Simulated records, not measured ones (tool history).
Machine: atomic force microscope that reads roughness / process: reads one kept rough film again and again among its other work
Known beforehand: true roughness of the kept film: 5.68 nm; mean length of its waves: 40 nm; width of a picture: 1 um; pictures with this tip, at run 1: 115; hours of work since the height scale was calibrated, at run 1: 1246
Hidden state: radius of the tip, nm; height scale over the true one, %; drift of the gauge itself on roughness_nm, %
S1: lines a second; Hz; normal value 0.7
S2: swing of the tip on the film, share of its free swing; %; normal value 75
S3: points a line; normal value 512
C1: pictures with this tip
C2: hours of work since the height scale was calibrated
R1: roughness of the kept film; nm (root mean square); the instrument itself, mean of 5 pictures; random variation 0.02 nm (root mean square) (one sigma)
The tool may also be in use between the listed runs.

run   hour     S1  S2   S3   C1    C2     R1
  1      0    0.7  75  512  115  1246  4.432
  2   43.8    0.7  75  512  164  1265  4.254
  3     83    0.7  75  391  207  1282  4.136
      88.2  -- new tip fitted
  4  116.9    0.7  75  391   31  1297  4.655
  5  165.4    0.7  75  512   85  1318  4.539
  6  195.2    0.7  75  512  118  1331  4.383
  7  243.8    0.7  75  512  171  1352  4.222
     277.9  -- new tip fitted
  8    306    0.7  75  512   31  1379  4.667
  9  337.5    0.7  75  512   66  1393  4.573
 10  408.6  1.986  88  466  144  1424  3.914
     416.2  -- height scale calibrated on a step standard
 11    445  1.986  88  793  183    13  3.781
     470.2  -- new tip fitted
 12  500.3  1.986  88  793   33    37  4.151

What will run 13 give?
 13  544.6  1.986  88  793  82  56   ?

For run 13 the tool returned R1 4.064 nm (root mean square).
Without the tool's hidden state the same run would have given R1 4.409 nm (root mean square).
